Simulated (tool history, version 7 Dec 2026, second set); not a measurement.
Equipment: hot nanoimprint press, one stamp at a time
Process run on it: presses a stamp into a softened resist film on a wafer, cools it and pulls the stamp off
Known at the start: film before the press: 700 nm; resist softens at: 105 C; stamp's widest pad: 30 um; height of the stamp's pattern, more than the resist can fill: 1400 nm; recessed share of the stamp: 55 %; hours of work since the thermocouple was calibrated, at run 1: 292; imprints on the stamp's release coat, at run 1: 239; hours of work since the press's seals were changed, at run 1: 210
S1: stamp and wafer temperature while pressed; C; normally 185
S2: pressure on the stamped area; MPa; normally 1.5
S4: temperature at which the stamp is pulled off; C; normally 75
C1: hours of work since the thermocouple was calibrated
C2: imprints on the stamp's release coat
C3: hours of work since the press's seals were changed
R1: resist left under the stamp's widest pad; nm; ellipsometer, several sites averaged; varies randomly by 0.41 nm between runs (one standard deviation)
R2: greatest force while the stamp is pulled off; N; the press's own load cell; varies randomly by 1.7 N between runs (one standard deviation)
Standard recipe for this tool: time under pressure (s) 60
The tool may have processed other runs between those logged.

run 1 hour=0 | S1=185 S2=1.5 time_under_pressure_(s)=60 S4=75 | C1=292 C2=239 C3=210 | R1=365 R2=214
run 2 hour=18.4 | S1=185 S2=1.5 time_under_pressure_(s)=43 S4=75 | C1=299 C2=285 C3=218 | R1=402.8 R2=217
run 3 hour=40.5 | S1=185 S2=1.5 time_under_pressure_(s)=43 S4=75 | C1=308 C2=340 C3=227 | R1=402.1 R2=225
run 4 hour=51.6 | S1=185 S2=1.5 time_under_pressure_(s)=43 S4=75 | C1=313 C2=368 C3=231 | R1=402.3 R2=224
-- hour=62.7 plate thermocouple calibrated
run 5 hour=64.9 | S1=189 S2=1.5 time_under_pressure_(s)=60 S4=75 | C1=1 C2=394 C3=235 | R1=329.5 R2=225
run 6 hour=75.8 | S1=189 S2=1.5 time_under_pressure_(s)=60 S4=75 | C1=5 C2=421 C3=240 | R1=329.2 R2=231
run 7 hour=88.9 | S1=189 S2=1.5 time_under_pressure_(s)=60 S4=75 | C1=11 C2=454 C3=245 | R1=329.2 R2=233
run 8 hour=101.5 | S1=185 S2=1.12 time_under_pressure_(s)=60 S4=75 | C1=16 C2=485 C3=250 | R1=434.8 R2=234
run 9 hour=114.7 | S1=185 S2=1.5 time_under_pressure_(s)=60 S4=75 | C1=21 C2=518 C3=256 | R1=376.6 R2=238
run 10 hour=135.6 | S1=185 S2=1.5 time_under_pressure_(s)=60 S4=81 | C1=30 C2=570 C3=264 | R1=376.1 R2=224
run 11 hour=147.7 | S1=185 S2=1.5 time_under_pressure_(s)=47 S4=75 | C1=35 C2=601 C3=269 | R1=403.8 R2=242
run 12 hour=158.6 | S1=185 S2=1.5 time_under_pressure_(s)=47 S4=75 | C1=39 C2=628 C3=274 | R1=403.4 R2=243
-- hour=184.1 stamp cleaned and given a new release coat
run 13 hour=184.1 | S1=185 S2=1.5 time_under_pressure_(s)=60 S4=75 | C1=47 C2=0 C3=282 | R1=376.1 R2=201
run 14 hour=201.6 | S1=185 S2=1.5 time_under_pressure_(s)=60 S4=75 | C1=54 C2=44 C3=289 | R1=375.4 R2=206
run 15 hour=211.9 | S1=185 S2=1.5 time_under_pressure_(s)=60 S4=75 | C1=59 C2=69 C3=293 | R1=375.5 R2=205
run 16 hour=225.5 | S1=185 S2=1.5 time_under_pressure_(s)=60 S4=75 | C1=64 C2=103 C3=299 | R1=375.1 R2=205
run 17 hour=247 | S1=185 S2=1.16 time_under_pressure_(s)=60 S4=75 | C1=73 C2=157 C3=307 | R1=425.2 R2=212
run 18 hour=256.9 | S1=183 S2=1.3 time_under_pressure_(s)=33 S4=62 | C1=77 C2=182 C3=311 | R1=497.3 R2=243
run 19 hour=269.2 | S1=185 S2=1.48 time_under_pressure_(s)=39 S4=81 | C1=82 C2=212 C3=316 | R1=425.1 R2=202
run 20 hour=286.6 | S1=185 S2=1.48 time_under_pressure_(s)=39 S4=81 | C1=89 C2=256 C3=324 | R1=426.1 R2=202
run 21 hour=304.4 | S1=180 S2=1.5 time_under_pressure_(s)=60 S4=75 | C1=96 C2=301 C3=331 | R1=440.7 R2=218
run 22 hour=323.2 | S1=180 S2=1.5 time_under_pressure_(s)=60 S4=75 | C1=104 C2=347 C3=338 | R1=440.1 R2=226
run 23 hour=341.3 | S1=180 S2=1.5 time_under_pressure_(s)=60 S4=75 | C1=111 C2=393 C3=346 | R1=440.5 R2=221
run 24 hour=358.1 | S1=180 S2=1.5 time_under_pressure_(s)=60 S4=75 | C1=118 C2=435 C3=353 | R1=439.9 R2=228
run 25 hour=378.3 | S1=193 S2=1.5 time_under_pressure_(s)=42 S4=75 | C1=126 C2=485 C3=361 | R1=320.9 R2=233
run 26 hour=397.5 | S1=193 S2=1.5 time_under_pressure_(s)=42 S4=75 | C1=134 C2=533 C3=369 | R1=319.9 R2=229
run 27 hour=414.8 | S1=182 S2=1.5 time_under_pressure_(s)=60 S4=75 | C1=141 C2=577 C3=376 | R1=411.5 R2=238
run 28 hour=427.7 | S1=181 S2=1.5 time_under_pressure_(s)=60 S4=75 | C1=147 C2=609 C3=381 | R1=423.8 R2=239
run 29 hour=448 | S1=193 S2=1.5 time_under_pressure_(s)=94 S4=75 | C1=155 C2=660 C3=389 | R1=243.6 R2=241
-- hour=461.8 stamp cleaned and given a new release coat
run 30 hour=464.9 | S1=193 S2=1.52 time_under_pressure_(s)=63 S4=75 | C1=159 C2=8 C3=394 | R1=277.3 R2=202
run 31 hour=478.2 | S1=193 S2=1.52 time_under_pressure_(s)=63 S4=75 | C1=165 C2=41 C3=399 | R1=277.3 R2=204

Hidden condition of the tool, last listed run before each entry between runs versus first listed run after:
Run 4 -> run 5: plate thermocouple calibrated (hour 62.7)
  true temperature over the reading, C: 1.05 -> 0.04; pressure that arrives at the usual setting, %: 99.21 -> 99.2; grip of the stamp's worn release coat, % over a new coat's: 11 -> 11.8
  measured value less the no-hidden-state value, R1: -11.9 -> +1 nm; R2: +20 -> +24 N
Run 12 -> run 13: stamp cleaned and given a new release coat (hour 184.1)
  true temperature over the reading, C: 0.16 -> 0.19; pressure that arrives at the usual setting, %: 99.08 -> 99.05; grip of the stamp's worn release coat, % over a new coat's: 19 -> 0
  measured value less the no-hidden-state value, R1: -0.3 -> -0.5 nm; R2: +38 -> +0 N
Run 29 -> run 30: stamp cleaned and given a new release coat (hour 461.8)
  true temperature over the reading, C: 0.52 -> 0.53; pressure that arrives at the usual setting, %: 98.71 -> 98.69; grip of the stamp's worn release coat, % over a new coat's: 19.9 -> 0.2
  measured value less the no-hidden-state value, R1: -2.5 -> -2.8 nm; R2: +39 -> +0 N
